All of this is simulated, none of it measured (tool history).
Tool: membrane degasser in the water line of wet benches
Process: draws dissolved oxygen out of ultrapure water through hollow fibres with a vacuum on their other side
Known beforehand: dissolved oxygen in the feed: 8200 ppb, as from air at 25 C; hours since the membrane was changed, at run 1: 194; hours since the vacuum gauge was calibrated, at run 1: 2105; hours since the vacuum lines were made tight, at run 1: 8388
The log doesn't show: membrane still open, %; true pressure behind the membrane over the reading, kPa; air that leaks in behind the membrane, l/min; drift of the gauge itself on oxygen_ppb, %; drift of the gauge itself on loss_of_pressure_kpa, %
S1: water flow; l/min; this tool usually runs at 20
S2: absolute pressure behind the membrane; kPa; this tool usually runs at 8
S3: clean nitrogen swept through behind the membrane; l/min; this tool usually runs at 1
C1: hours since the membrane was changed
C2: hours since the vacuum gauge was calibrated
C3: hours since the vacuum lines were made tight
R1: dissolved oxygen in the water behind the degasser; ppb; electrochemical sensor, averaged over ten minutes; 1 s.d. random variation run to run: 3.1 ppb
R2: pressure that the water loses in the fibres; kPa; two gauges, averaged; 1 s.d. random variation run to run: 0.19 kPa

Run 1, day 0: usual settings; C1 194; C2 2105; C3 8388. Result: R1 319.8 ppb, R2 38.42 kPa.
Run 2, day 3.238: usual settings but S1 18 l/min; C1 272; C2 2182; C3 8466. Result: R1 275.5 ppb, R2 34.9 kPa.
Run 3, day 8.608: usual settings but S2 15.64 kPa; C1 401; C2 2311; C3 8594. Result: R1 632.3 ppb, R2 38.76 kPa.
Run 4, day 12.104: usual settings but S2 13.99 kPa; C1 484; C2 2395; C3 8678. Result: R1 567.9 ppb, R2 38.96 kPa.
Run 5, day 14.55: usual settings but S2 13.99 kPa; C1 543; C2 2454; C3 8737. Result: R1 569.4 ppb, R2 38.85 kPa.
Run 6, day 17.479: usual settings but S3 1.04 l/min; C1 613; C2 2524; C3 8807. Result: R1 310.8 ppb, R2 39.22 kPa.
Run 7, day 20.896: usual settings; C1 696; C2 2606; C3 8889. Result: R1 315.1 ppb, R2 38.92 kPa.
Run 8, day 25.708: usual settings but S3 0.42 l/min; C1 811; C2 2722; C3 9005. Result: R1 528.4 ppb, R2 38.89 kPa.
Run 9, day 30.454: usual settings but S3 0.92 l/min; C1 925; C2 2836; C3 9119. Result: R1 336.1 ppb, R2 39.22 kPa.
Run 10, day 35.567: usual settings but S3 0.92 l/min; C1 1048; C2 2958; C3 9241. Result: R1 340.8 ppb, R2 39.03 kPa.
Run 11, day 40.05: usual settings but S3 0.92 l/min; C1 1155; C2 3066; C3 9349. Result: R1 335.4 ppb, R2 39.12 kPa.
Run 12, day 43.771: usual settings but S1 17 l/min; C1 1244; C2 3155; C3 9438. Result: R1 254.7 ppb, R2 32.91 kPa.
Run 13, day 48.817: usual settings; C1 1366; C2 3276; C3 9559. Result: R1 326.3 ppb, R2 38.77 kPa.
Run 14, day 53.142: usual settings; C1 1469; C2 3380; C3 9663. Result: R1 321.6 ppb, R2 39.26 kPa.
Run 15, day 56.204: usual settings but S1 15 l/min; C1 1543; C2 3454; C3 9737. Result: R1 214.2 ppb, R2 29.13 kPa.
Run 16, day 58.775: usual settings but S1 15 l/min; C1 1605; C2 3515; C3 9798. Result: R1 216.7 ppb, R2 29.53 kPa.
Run 17, day 64.071: usual settings but S1 15 l/min, S2 4.98 kPa, S3 0.66 l/min; C1 1732; C2 3642; C3 9925. Result: R1 139.5 ppb, R2 29.77 kPa.
Run 18, day 69.146: usual settings but S1 15 l/min, S2 4.98 kPa, S3 0.66 l/min; C1 1853; C2 3764; C3 10047. Result: R1 139.3 ppb, R2 29.39 kPa.
Run 19, day 72.762: usual settings but S1 22 l/min, S2 4.98 kPa, S3 0.55 l/min; C1 1940; C2 3851; C3 10134. Result: R1 285.7 ppb, R2 43.26 kPa.
Run 20, day 77.071: usual settings but S1 22 l/min, S2 4.98 kPa, S3 0.55 l/min; C1 2044; C2 3954; C3 10238. Result: R1 284.9 ppb, R2 43.02 kPa.
Run 21, day 80.067: usual settings but S1 18 l/min, S2 4.98 kPa, S3 0.55 l/min; C1 2116; C2 4026; C3 10309. Result: R1 203.5 ppb, R2 35.33 kPa.
Run 22, day 82.6: usual settings but S1 28 l/min, S2 4.9 kPa; C1 2176; C2 4087; C3 10370. Result: R1 353.3 ppb, R2 55.17 kPa.
Run 23, day 87.9: usual settings but S1 28 l/min, S2 4.9 kPa; C1 2304; C2 4214; C3 10497. Result: R1 355.4 ppb, R2 55.1 kPa.
Run 24, day 90.708: usual settings but S1 27 l/min, S3 2.38 l/min; C1 2371; C2 4282; C3 10565. Result: R1 360.6 ppb, R2 53.2 kPa.
Run 25, day 94.325: usual settings but S1 27 l/min, S3 2.38 l/min; C1 2458; C2 4368; C3 10652. Result: R1 363.1 ppb, R2 53.23 kPa.
Run 26, day 96.571: usual settings but S1 27 l/min, S3 2.38 l/min; C1 2512; C2 4422; C3 10706. Result: R1 357.8 ppb, R2 53.12 kPa.
Run 27, day 100.208: usual settings but S1 26 l/min, S2 7.99 kPa, S3 1.28 l/min; C1 2599; C2 4510; C3 10793. Result: R1 425.8 ppb, R2 50.98 kPa.
Run 28, day 102.742: usual settings but S1 13 l/min, S2 7.11 kPa, S3 0.49 l/min; C1 2660; C2 4570; C3 10854. Result: R1 251.1 ppb, R2 25.42 kPa.
Run 29, day 107.108: usual settings but S1 19 l/min, S2 7.11 kPa, S3 0.62 l/min; C1 2765; C2 4675; C3 10958. Result: R1 348.4 ppb, R2 37.57 kPa.
Run 30, day 109.462: usual settings but S1 15 l/min, S2 14.6 kPa, S3 0.62 l/min; C1 2821; C2 4732; C3 11015. Result: R1 628.4 ppb, R2 29.67 kPa.
Run 31, day 112.933: usual settings but S1 24 l/min, S2 7.15 kPa, S3 0.47 l/min; C1 2904; C2 4815; C3 11098. Result: R1 544.9 ppb, R2 47.4 kPa.
Run 32, day 115.621: usual settings but S1 24 l/min, S2 7.15 kPa, S3 0.47 l/min; C1 2969; C2 4880; C3 11163. Result: R1 543 ppb, R2 47.45 kPa.

Had the tool no unlogged condition, and each run kept its random variation, what would the results have been?
run     R1     R2
  1  315.1  38.38
  2  270.4  34.86
  3  621.8  38.68
  4  558.2  38.86
  5  559.5  38.73
  6    305  39.09
  7  308.9  38.77
  8  524.9  38.72
  9  329.1  39.02
 10  333.3   38.8
 11  327.6  38.87
 12  247.1  32.68
 13  317.7  38.48
 14  312.7  38.94
 15  206.3  28.88
 16  208.5  29.27
 17  133.7  29.48
 18  133.2  29.09
 19  276.4  42.78
 20  275.3  42.53
 21  195.6  34.91
 22  339.9   54.5
 23  341.1  54.39
 24  346.3  52.49
 25  348.2   52.5
 26    343  52.37
 27  409.9  50.24
 28  241.9  25.04
 29  336.5  36.99
 30    610   29.2
 31  531.8  46.62
 32  529.7  46.66
